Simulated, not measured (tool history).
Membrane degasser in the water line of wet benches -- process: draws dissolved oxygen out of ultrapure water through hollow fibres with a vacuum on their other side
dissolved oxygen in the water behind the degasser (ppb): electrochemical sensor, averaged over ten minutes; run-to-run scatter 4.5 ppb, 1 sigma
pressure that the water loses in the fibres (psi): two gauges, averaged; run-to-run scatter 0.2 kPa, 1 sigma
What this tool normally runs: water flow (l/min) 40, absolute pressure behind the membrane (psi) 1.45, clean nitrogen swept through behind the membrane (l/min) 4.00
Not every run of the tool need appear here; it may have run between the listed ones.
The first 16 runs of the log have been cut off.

run	hour	water flow (l/min)	absolute pressure behind the membrane (psi)	clean nitrogen swept through behind the membrane (l/min)	hours since the membrane was changed	hours since the vacuum gauge was calibrated	hours since the vacuum lines were made tight	dissolved oxygen in the water behind the degasser (ppb)	pressure that the water loses in the fibres (psi)
17	2260.6	40	1.64	4.00	8863	6109	3183	471.8	6.366
18	2424.5	49	1.45	1.94	9027	6273	3347	835.1	7.741
19	2530.5	42	2.29	4.90	9133	6379	3453	571.3	6.662
# hour 2553.0: vacuum gauge calibrated
20	2704.8	34	1.25	1.86	9307	152	3627	395.2	5.435
21	2850.2	35	1.45	1.82	9453	297	3772	478.5	5.577
22	3024.7	35	2.58	5.28	9627	472	3947	418.3	5.500
23	3177.1	50	3.58	4.00	9779	624	4099	1034.7	7.899
24	3280.2	40	1.45	9.72	9883	727	4202	367.6	6.302
25	3446.6	58	1.45	4.00	10049	894	4369	914.9	9.156
26	3599.1	58	0.97	3.97	10201	1046	4521	835.3	9.159
27	3771.2	58	0.97	3.97	10374	1218	4693	822.3	9.208
28	3913.7	40	1.45	3.98	10516	1361	4836	446.2	6.306
29	4035.6	40	1.45	3.98	10638	1483	4958	442.5	6.337
30	4177.2	49	1.25	4.00	10780	1624	5099	631.9	7.786
31	4363.9	49	1.25	4.00	10966	1811	5286	644.9	7.729
32	4541.8	49	1.25	4.00	11144	1989	5464	646.1	7.762
33	4712.0	49	1.25	4.00	11314	2159	5634	647.9	7.754

Here are 3 independent what-if runs from the current tool condition. What would each one return?
A	4878.6	24	1.70	2.81	11481	2326	5801	?	?
B	4878.6	51	1.45	4.00	11481	2326	5801	?	?
C	4878.6	40	1.15	3.44	11481	2326	5801	?	?

run	dissolved oxygen in the water behind the degasser (ppb)	pressure that the water loses in the fibres (psi)
A	221.9	3.826
B	712.2	8.035
C	426.1	6.342
With no hidden state in the tool, these same runs would have given:
run	dissolved oxygen in the water behind the degasser (ppb)	pressure that the water loses in the fibres (psi)
A	221.4	3.822
B	710.3	8.023
C	424.7	6.334
